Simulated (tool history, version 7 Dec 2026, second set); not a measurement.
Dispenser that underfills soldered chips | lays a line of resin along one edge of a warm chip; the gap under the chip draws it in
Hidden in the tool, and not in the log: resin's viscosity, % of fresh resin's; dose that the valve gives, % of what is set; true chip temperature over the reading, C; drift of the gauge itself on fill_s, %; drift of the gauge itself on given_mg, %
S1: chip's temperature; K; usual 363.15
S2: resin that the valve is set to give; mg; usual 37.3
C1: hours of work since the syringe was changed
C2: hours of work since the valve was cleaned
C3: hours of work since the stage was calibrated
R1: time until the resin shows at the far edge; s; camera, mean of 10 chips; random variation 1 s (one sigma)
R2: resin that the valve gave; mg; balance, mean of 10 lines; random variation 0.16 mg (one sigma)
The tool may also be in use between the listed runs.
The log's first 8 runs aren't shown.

run    day      S1    S2  C1   C2   C3     R1     R2
  9  1.508  363.15  34.9   8  128  137  151.3  33.42
     1.692  -- new syringe of resin
 10  1.704  363.15  34.9   0  131  140   96.8  33.21
 11  1.854  363.15  34.9   3  134  143  115.1  33.35
 12  2.046  363.15  40.2   7  138  147  140.3  38.54
     2.262  -- dispensing valve cleaned and set on the balance
 13  2.262  363.15  40.2  10    0  150  168.7  40.19
     2.312  -- new syringe of resin
 14  2.471  363.15  40.2   3    4  154  113.6  39.94
 15  2.696  363.15  34.6   7    8  158  150.5  34.41
 16  2.842  362.15  37.3  10   11  161  180.5  37.18

Forecast run 17:
     2.888  -- new syringe of resin
 17  3.075  363.15  44.6   4  15  165   ?   ?

R1: 115.3 s
R2: 44.52 mg
Without the tool's hidden state the same run would have given R1 97.9 s, R2 44.80 mg.
